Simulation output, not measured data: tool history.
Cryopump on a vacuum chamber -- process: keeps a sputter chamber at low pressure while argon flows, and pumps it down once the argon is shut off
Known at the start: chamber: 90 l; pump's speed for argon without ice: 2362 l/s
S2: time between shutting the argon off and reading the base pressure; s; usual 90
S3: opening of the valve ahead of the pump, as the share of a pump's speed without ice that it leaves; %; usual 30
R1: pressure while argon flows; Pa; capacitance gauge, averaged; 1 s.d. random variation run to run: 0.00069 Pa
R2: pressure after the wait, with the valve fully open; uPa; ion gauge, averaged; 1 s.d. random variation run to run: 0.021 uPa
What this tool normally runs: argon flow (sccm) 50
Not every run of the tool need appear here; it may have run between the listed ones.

run 1 day=0.000 | argon_flow_(sccm)=50 S2=90 S3=30 | R1=0.1209 R2=0.88
run 2 day=3.400 | argon_flow_(sccm)=50 S2=90 S3=30 | R1=0.1203 R2=0.96
run 3 day=5.896 | argon_flow_(sccm)=50 S2=90 S3=30 | R1=0.1224 R2=0.97
run 4 day=9.804 | argon_flow_(sccm)=50 S2=90 S3=17 | R1=0.2154 R2=1.00
run 5 day=12.817 | argon_flow_(sccm)=50 S2=29 S3=30 | R1=0.1232 R2=1.56
run 6 day=16.662 | argon_flow_(sccm)=50 S2=29 S3=30 | R1=0.1245 R2=1.63
run 7 day=18.504 | argon_flow_(sccm)=50 S2=29 S3=30 | R1=0.1247 R2=1.67
run 8 day=21.533 | argon_flow_(sccm)=50 S2=29 S3=30 | R1=0.1275 R2=1.75
run 9 day=25.017 | argon_flow_(sccm)=50 S2=29 S3=30 | R1=0.1204 R2=1.57
run 10 day=28.446 | argon_flow_(sccm)=50 S2=29 S3=30 | R1=0.1220 R2=1.68
run 11 day=30.500 | argon_flow_(sccm)=50 S2=29 S3=30 | R1=0.1222 R2=1.69
run 12 day=33.242 | argon_flow_(sccm)=50 S2=29 S3=30 | R1=0.1225 R2=1.72
run 13 day=35.525 | argon_flow_(sccm)=50 S2=90 S3=30 | R1=0.1227 R2=1.30
run 14 day=37.521 | argon_flow_(sccm)=50 S2=90 S3=30 | R1=0.1234 R2=1.30
run 15 day=39.475 | argon_flow_(sccm)=50 S2=90 S3=30 | R1=0.1254 R2=1.34
run 16 day=43.196 | argon_flow_(sccm)=50 S2=28 S3=30 | R1=0.1252 R2=1.92
run 17 day=44.821 | argon_flow_(sccm)=50 S2=28 S3=30 | R1=0.1265 R2=2.01
run 18 day=48.542 | argon_flow_(sccm)=78 S2=90 S3=30 | R1=0.1980 R2=1.49
run 19 day=50.379 | argon_flow_(sccm)=44 S2=167 S3=30 | R1=0.1057 R2=1.20
run 20 day=53.879 | argon_flow_(sccm)=44 S2=167 S3=30 | R1=0.1069 R2=1.26
run 21 day=57.617 | argon_flow_(sccm)=44 S2=167 S3=30 | R1=0.1072 R2=1.37
run 22 day=61.625 | argon_flow_(sccm)=50 S2=90 S3=31 | R1=0.1190 R2=1.51
run 23 day=65.638 | argon_flow_(sccm)=50 S2=90 S3=31 | R1=0.1206 R2=1.55
run 24 day=68.062 | argon_flow_(sccm)=26 S2=32 S3=31 | R1=0.0630 R2=2.07
run 25 day=70.038 | argon_flow_(sccm)=50 S2=248 S3=16 | R1=0.2309 R2=1.56
run 26 day=72.450 | argon_flow_(sccm)=91 S2=163 S3=30 | R1=0.2297 R2=1.67
run 27 day=74.279 | argon_flow_(sccm)=91 S2=163 S3=30 | R1=0.2286 R2=1.64
run 28 day=77.921 | argon_flow_(sccm)=86 S2=43 S3=30 | R1=0.2079 R2=1.91
run 29 day=80.438 | argon_flow_(sccm)=46 S2=107 S3=31 | R1=0.1067 R2=1.57
run 30 day=83.421 | argon_flow_(sccm)=93 S2=58 S3=31 | R1=0.2208 R2=1.82

Removed from this log: 3 entries logged between the listed runs. Between which two listed runs does each belong, and how does the tool's hidden state at the listed run before it compare with that at the listed run after it?
Between runs 8 and 9: pump warmed up, emptied and cooled again (day 22.267)
  pump's speed, % of a pump's without ice: 85 -> 98.2; cold plate's temperature, K: 13.02 -> 13.04; leak into the chamber, uPa l/s: 1914 -> 1983
  difference, measured minus the result without the unlogged condition, R1: +0.0071 -> +0.0014 Pa; R2: +0.86 -> +0.74 uPa
Between runs 18 and 19: pump warmed up, emptied and cooled again (day 49.638)
  pump's speed, % of a pump's without ice: 84.7 -> 99.3; cold plate's temperature, K: 13.17 -> 13.18; leak into the chamber, uPa l/s: 2476 -> 2509
  difference, measured minus the result without the unlogged condition, R1: +0.0116 -> +0.0010 Pa; R2: +1.14 -> +0.97 uPa
Between runs 27 and 28: pump warmed up, emptied and cooled again (day 77.233)
  pump's speed, % of a pump's without ice: 85.2 -> 98.6; cold plate's temperature, K: 13.32 -> 13.34; leak into the chamber, uPa l/s: 3005 -> 3078
  difference, measured minus the result without the unlogged condition, R1: +0.0133 -> +0.0026 Pa; R2: +1.40 -> +1.26 uPa
